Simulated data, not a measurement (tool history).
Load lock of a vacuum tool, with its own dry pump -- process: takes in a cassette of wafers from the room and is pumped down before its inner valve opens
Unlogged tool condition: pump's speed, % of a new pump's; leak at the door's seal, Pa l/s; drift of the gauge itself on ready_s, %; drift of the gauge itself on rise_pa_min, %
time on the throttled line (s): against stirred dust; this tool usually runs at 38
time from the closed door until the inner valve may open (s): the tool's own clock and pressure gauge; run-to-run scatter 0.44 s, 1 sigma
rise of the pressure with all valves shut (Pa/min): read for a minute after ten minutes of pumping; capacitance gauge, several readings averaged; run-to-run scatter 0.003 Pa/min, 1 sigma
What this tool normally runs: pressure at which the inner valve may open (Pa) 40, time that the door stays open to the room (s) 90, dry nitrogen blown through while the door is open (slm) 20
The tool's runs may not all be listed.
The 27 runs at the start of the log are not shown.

run,hour,time on the throttled line (s),pressure at which the inner valve may open (Pa),time that the door stays open to the room (s),dry nitrogen blown through while the door is open (slm),hours that the pump has run since its overhaul,times that the door has closed on its seal,"incoming humidity of the room's air, %",time from the closed door until the inner valve may open (s),rise of the pressure with all valves shut (Pa/min)
28,2209.7,38,40,90,6,4900,11752,45.4,55,0.191
29,2297.6,38,40,90,6,4988,12070,48.1,54.6,0.193
30,2353.7,38,40,151,25,5044,12273,41.8,54.8,0.159
31,2405.9,38,40,151,25,5096,12462,44.8,54.5,0.164
32,2477.3,37,69,25,20,5168,12720,42.3,52.9,0.148
33,2553.8,37,36,121,24,5244,12997,47.4,54.2,0.174
34,2629.5,61,40,90,20,5320,13270,44.9,74.1,0.175
35,2705.7,47,38,90,20,5396,13546,45.5,62.8,0.174
36,2768.4,47,38,90,20,5459,13773,46.1,62.6,0.185

Below are 5 alternative next runs, each starting from the tool's condition after run 36. Predict each:
A,2856.6,24,30,147,20,5547,14092,47.8,?,?
B,2856.6,38,40,171,20,5547,14092,47.4,?,?
C,2856.6,26,38,90,14,5547,14092,41.1,?,?
D,2856.6,23,38,90,20,5547,14092,42.6,?,?
E,2856.6,47,35,90,20,5547,14092,48.1,?,?

run,time from the closed door until the inner valve may open (s),rise of the pressure with all valves shut (Pa/min)
A,43.8,0.202
B,54.3,0.202
C,45.1,0.193
D,40.9,0.185
E,62.7,0.193
What these runs would have given with no unlogged condition in the tool:
run,time from the closed door until the inner valve may open (s),rise of the pressure with all valves shut (Pa/min)
A,42.3,0.05
B,53,0.05
C,43.7,0.04
D,39.5,0.033
E,61.5,0.042
